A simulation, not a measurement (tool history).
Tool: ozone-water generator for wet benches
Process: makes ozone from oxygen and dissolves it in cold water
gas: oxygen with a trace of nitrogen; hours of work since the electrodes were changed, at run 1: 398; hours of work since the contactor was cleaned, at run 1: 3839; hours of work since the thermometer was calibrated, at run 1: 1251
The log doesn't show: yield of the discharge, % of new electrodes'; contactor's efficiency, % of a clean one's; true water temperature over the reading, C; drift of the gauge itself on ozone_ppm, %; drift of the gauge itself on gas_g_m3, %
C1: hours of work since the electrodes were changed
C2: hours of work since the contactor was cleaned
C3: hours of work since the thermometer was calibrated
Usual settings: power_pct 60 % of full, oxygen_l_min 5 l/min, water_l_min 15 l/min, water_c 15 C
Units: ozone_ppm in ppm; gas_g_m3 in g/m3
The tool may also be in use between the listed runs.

run 1 hour=0 | power_pct=60 oxygen_l_min=5 water_l_min=15 water_c=15 | C1=398 C2=3839 C3=1251 | ozone_ppm=12.4 gas_g_m3=127.8
run 2 hour=111.7 | power_pct=61 oxygen_l_min=5 water_l_min=15 water_c=15 | C1=467 C2=3907 C3=1320 | ozone_ppm=12.8 gas_g_m3=129.8
run 3 hour=197.5 | power_pct=61 oxygen_l_min=5 water_l_min=15 water_c=15 | C1=519 C2=3959 C3=1372 | ozone_ppm=12.5 gas_g_m3=128.8
run 4 hour=318.6 | power_pct=61 oxygen_l_min=5 water_l_min=15 water_c=15 | C1=593 C2=4034 C3=1446 | ozone_ppm=12.5 gas_g_m3=129.2
run 5 hour=523.9 | power_pct=61 oxygen_l_min=5 water_l_min=15 water_c=15 | C1=719 C2=4159 C3=1572 | ozone_ppm=12.5 gas_g_m3=129.6
run 6 hour=652.2 | power_pct=61 oxygen_l_min=5 water_l_min=15 water_c=15 | C1=797 C2=4238 C3=1651 | ozone_ppm=12.6 gas_g_m3=130.4
run 7 hour=835.5 | power_pct=60 oxygen_l_min=5 water_l_min=15 water_c=15 | C1=910 C2=4350 C3=1763 | ozone_ppm=12.3 gas_g_m3=126.5
run 8 hour=1010 | power_pct=60 oxygen_l_min=5 water_l_min=15 water_c=15 | C1=1016 C2=4457 C3=1870 | ozone_ppm=12.3 gas_g_m3=127.3
run 9 hour=1200.5 | power_pct=45 oxygen_l_min=5 water_l_min=15 water_c=15 | C1=1133 C2=4573 C3=1986 | ozone_ppm=9.5 gas_g_m3=98.3
run 10 hour=1376.4 | power_pct=45 oxygen_l_min=5 water_l_min=15 water_c=15 | C1=1241 C2=4681 C3=2094 | ozone_ppm=9.4 gas_g_m3=98.7
run 11 hour=1497.8 | power_pct=60 oxygen_l_min=5 water_l_min=15 water_c=15 | C1=1315 C2=4755 C3=2168 | ozone_ppm=12 gas_g_m3=126.2
run 12 hour=1606.4 | power_pct=60 oxygen_l_min=4.87 water_l_min=15 water_c=15 | C1=1382 C2=4822 C3=2235 | ozone_ppm=12 gas_g_m3=127.7
run 13 hour=1770.6 | power_pct=60 oxygen_l_min=5 water_l_min=15 water_c=15 | C1=1482 C2=4922 C3=2335 | ozone_ppm=12.1 gas_g_m3=125.3
run 14 hour=1921.8 | power_pct=60 oxygen_l_min=5.38 water_l_min=15 water_c=15 | C1=1575 C2=5015 C3=2428 | ozone_ppm=12.3 gas_g_m3=120.6
run 15 hour=2106.4 | power_pct=60 oxygen_l_min=5.38 water_l_min=15 water_c=15 | C1=1688 C2=5128 C3=2541 | ozone_ppm=11.9 gas_g_m3=121.7
run 16 hour=2214.4 | power_pct=60 oxygen_l_min=5.38 water_l_min=15 water_c=15 | C1=1754 C2=5194 C3=2607 | ozone_ppm=12.1 gas_g_m3=121.2
run 17 hour=2391.7 | power_pct=58 oxygen_l_min=5 water_l_min=15 water_c=15 | C1=1862 C2=5303 C3=2715 | ozone_ppm=11.6 gas_g_m3=122

Run 18 comes next. What will it give?
run 18 hour=2530.4 | power_pct=60 oxygen_l_min=5 water_l_min=11 water_c=22 | C1=1947 C2=5388 C3=2800 | ozone_ppm=? gas_g_m3=?

ozone_ppm: 13.1 ppm
gas_g_m3: 125.4 g/m3
Without the tool's hidden state the same run would have given ozone_ppm 14.2 ppm, gas_g_m3 130.2 g/m3.
